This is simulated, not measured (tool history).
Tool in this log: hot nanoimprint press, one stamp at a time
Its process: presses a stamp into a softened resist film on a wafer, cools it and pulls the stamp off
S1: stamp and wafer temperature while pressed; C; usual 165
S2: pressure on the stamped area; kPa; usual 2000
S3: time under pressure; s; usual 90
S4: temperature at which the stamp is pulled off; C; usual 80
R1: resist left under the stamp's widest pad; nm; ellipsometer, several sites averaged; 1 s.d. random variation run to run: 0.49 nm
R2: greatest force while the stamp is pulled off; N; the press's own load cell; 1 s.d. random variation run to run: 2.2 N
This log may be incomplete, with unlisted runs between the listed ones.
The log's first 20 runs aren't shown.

run   hour   S1    S2   S3  S4     R1   R2
 21  206.8  166  2000   90  80  140.9  224
 22  215.1  159  1840   90  80  184.7  221
 23  225.5  170  2110   90  72  119.6  246
 24  231.8  174  2460  127  84   84.6  209
 25  246.2  174  2460  127  84   84.3  213
 26  258.8  174  2460  127  84   84.0  210
 27  271.4  154  1260   90  66  238.5  266
 28  286.0  172  1380   59  73  160.4  244
 29  298.8  165  1530   49  75  195.2  238
 30  306.4  165  1530  110  87  154.4  201

What if the next run were any one of these 4? Each begins from the tool's condition after run 30:
  A  312.3  165  2080   63  84   ?   ?
  B  312.3  165  2590  110  87   ?   ?
  C  312.3  177  2130  110  87   ?   ?
  D  312.3  165  2560  110  87   ?   ?

run     R1   R2
  A  157.4  212
  B  116.6  202
  C   87.5  202
  D  117.8  204
Stripped of hidden state, with their random variation kept, the same runs would have yielded:
run     R1   R2
  A  161.2  211
  B  119.5  201
  C   89.6  202
  D  120.6  203
